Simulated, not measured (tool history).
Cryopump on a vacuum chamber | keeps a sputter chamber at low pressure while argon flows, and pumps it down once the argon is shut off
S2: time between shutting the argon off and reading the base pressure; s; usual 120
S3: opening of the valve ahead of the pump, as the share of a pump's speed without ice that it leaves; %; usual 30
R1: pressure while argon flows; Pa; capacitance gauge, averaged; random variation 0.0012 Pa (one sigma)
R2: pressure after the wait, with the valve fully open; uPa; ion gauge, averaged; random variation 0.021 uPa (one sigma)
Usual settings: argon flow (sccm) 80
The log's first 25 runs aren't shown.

run 26 hour=1407 | argon_flow_(sccm)=136 S2=34 S3=15 | R1=0.9154 R2=1.51
-- hour=1439.6 leaking fittings of the chamber tightened, without venting
run 27 hour=1476.5 | argon_flow_(sccm)=41 S2=198 S3=21 | R1=0.1978 R2=0.33
run 28 hour=1545.7 | argon_flow_(sccm)=52 S2=198 S3=25 | R1=0.215 R2=0.36
run 29 hour=1605.8 | argon_flow_(sccm)=80 S2=206 S3=17 | R1=0.4752 R2=0.39
run 30 hour=1653.4 | argon_flow_(sccm)=47 S2=206 S3=17 | R1=0.2816 R2=0.39
run 31 hour=1720.8 | argon_flow_(sccm)=105 S2=189 S3=30 | R1=0.3671 R2=0.41
run 32 hour=1800.4 | argon_flow_(sccm)=80 S2=164 S3=30 | R1=0.283 R2=0.44
run 33 hour=1858.7 | argon_flow_(sccm)=80 S2=98 S3=34 | R1=0.2554 R2=0.58
run 34 hour=1892.1 | argon_flow_(sccm)=80 S2=98 S3=34 | R1=0.2565 R2=0.57

Forecast each of these 3 alternatives for the next run:
run A hour=1963.8 | argon_flow_(sccm)=55 S2=21 S3=28 | R1=? R2=?
run B hour=1963.8 | argon_flow_(sccm)=87 S2=125 S3=22 | R1=? R2=?
run C hour=1963.8 | argon_flow_(sccm)=138 S2=38 S3=34 | R1=? R2=?

run=A R1=0.212 R2=1.48
run=B R1=0.4163 R2=0.5
run=C R1=0.443 R2=0.98
Without the tool's hidden state the same runs would have given:
run=A R1=0.1935 R2=1.33
run=B R1=0.3872 R2=0.34
run=C R1=0.397 R2=0.82
